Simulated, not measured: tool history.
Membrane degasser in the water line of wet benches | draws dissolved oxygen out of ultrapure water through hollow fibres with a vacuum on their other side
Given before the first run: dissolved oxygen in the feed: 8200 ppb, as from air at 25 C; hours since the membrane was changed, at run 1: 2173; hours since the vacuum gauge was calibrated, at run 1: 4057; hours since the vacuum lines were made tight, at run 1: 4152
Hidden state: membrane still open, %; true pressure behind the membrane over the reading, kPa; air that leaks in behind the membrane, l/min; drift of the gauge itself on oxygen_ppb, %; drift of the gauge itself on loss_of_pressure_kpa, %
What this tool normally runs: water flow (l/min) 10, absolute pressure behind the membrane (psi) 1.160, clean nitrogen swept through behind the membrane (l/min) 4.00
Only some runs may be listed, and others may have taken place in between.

run,hour,water flow (l/min),absolute pressure behind the membrane (psi),clean nitrogen swept through behind the membrane (l/min),hours since the membrane was changed,hours since the vacuum gauge was calibrated,hours since the vacuum lines were made tight,dissolved oxygen in the water behind the degasser (ppb),pressure that the water loses in the fibres (psi)
1,0.0,10,1.160,4.00,2173,4057,4152,79.6,5.232
2,41.1,10,1.160,4.00,2214,4098,4193,80.4,5.181
3,70.2,10,1.160,4.00,2243,4127,4222,78.5,5.197
4,132.7,10,1.160,4.00,2305,4190,4284,79.5,5.194
5,193.7,10,2.878,4.00,2366,4251,4345,154.3,5.198
6,260.8,10,2.878,4.00,2433,4318,4413,151.4,5.208
7,311.9,10,2.878,4.00,2485,4369,4464,152.4,5.213
8,365.0,10,1.160,4.00,2538,4422,4517,79.1,5.226
9,426.0,10,1.160,4.00,2599,4483,4578,80.8,5.243
10,457.3,10,1.160,4.00,2630,4514,4609,80.4,5.208
11,516.8,10,1.160,3.96,2689,4574,4669,83.7,5.192
12,580.5,10,1.160,3.96,2753,4638,4732,80.5,5.239
13,615.8,10,1.160,4.00,2788,4673,4768,80.5,5.213
14,649.9,10,1.160,4.00,2822,4707,4802,81.0,5.188
15,720.8,10,1.160,3.10,2893,4778,4873,89.5,5.229
16,778.8,10,1.160,3.10,2951,4836,4931,89.5,5.171
17,848.3,10,1.160,3.10,3021,4905,5000,89.9,5.200
18,886.6,8,1.954,3.35,3059,4944,5038,87.6,4.181
19,955.2,8,1.954,3.35,3128,5012,5107,88.8,4.177
# hour 960.1: vacuum gauge calibrated
20,1023.5,8,1.954,3.35,3196,63,5175,87.7,4.164
21,1089.8,7,1.160,4.25,3262,130,5241,36.3,3.665
22,1145.4,11,1.278,5.24,3318,185,5297,98.0,5.710
23,1215.8,11,1.278,5.24,3388,256,5367,95.1,5.729
# hour 1250.8: vacuum gauge calibrated, once more
24,1269.4,11,1.278,5.24,3441,19,5420,96.6,5.745
25,1333.6,10,1.160,4.00,3505,83,5484,81.3,5.252
26,1400.0,12,1.160,4.00,3572,149,5551,119.7,6.286
27,1443.1,12,1.160,4.00,3615,192,5594,118.5,6.296
28,1480.6,12,0.854,11.18,3652,230,5631,92.0,6.295

Here are 5 independent what-if runs from the current tool condition. What would each one return?
A,1530.3,7,1.037,3.17,3702,280,5681,?,?
B,1530.3,7,0.775,4.45,3702,280,5681,?,?
C,1530.3,9,0.854,11.18,3702,280,5681,?,?
D,1530.3,14,0.854,11.18,3702,280,5681,?,?
E,1530.3,12,0.854,4.53,3702,280,5681,?,?

run,dissolved oxygen in the water behind the degasser (ppb),pressure that the water loses in the fibres (psi)
A,37.7,3.652
B,25.0,3.680
C,44.1,4.746
D,131.5,7.297
E,103.9,6.363
Had the tool no hidden state, the same runs would have come out as:
run,dissolved oxygen in the water behind the degasser (ppb),pressure that the water loses in the fibres (psi)
A,36.0,3.606
B,23.5,3.633
C,41.5,4.686
D,124.9,7.204
E,98.8,6.283
